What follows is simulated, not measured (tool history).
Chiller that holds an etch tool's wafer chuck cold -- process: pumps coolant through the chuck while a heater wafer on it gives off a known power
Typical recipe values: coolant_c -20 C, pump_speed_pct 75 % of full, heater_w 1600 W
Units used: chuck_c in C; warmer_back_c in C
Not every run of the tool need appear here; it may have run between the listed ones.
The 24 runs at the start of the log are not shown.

run     day  coolant_c  pump_speed_pct  heater_w  chuck_c  warmer_back_c
 25  37.525        -11              65      1430      1.6           5.57
 26  39.675        -11              65      1430      1.5           5.54
 27  40.962        -11              65      1430      1.6           5.58
 28  42.458        -13              85      1600     -1.0           4.75
 29  44.296        -13              95      1104     -5.5           2.96
 30  46.142        -20              69      1049    -11.2           3.89
 31  47.625        -20              69      1049    -11.0           3.83
 32  49.442        -14              72      1600     -0.9           5.68

Alternative continuations, all from the tool just after run 32; predict every row:
  A  51.058        -14              72      2116        ?              ?
  B  51.058        -15              66      1347        ?              ?
  C  51.058        -14              79      1600        ?              ?

run  chuck_c  warmer_back_c
  A      3.8           7.55
  B     -3.2           5.23
  C     -1.6           5.16
Without the tool's unlogged condition, the same runs would have read:
run  chuck_c  warmer_back_c
  A      1.3           7.19
  B     -4.7           4.97
  C     -3.2           4.91
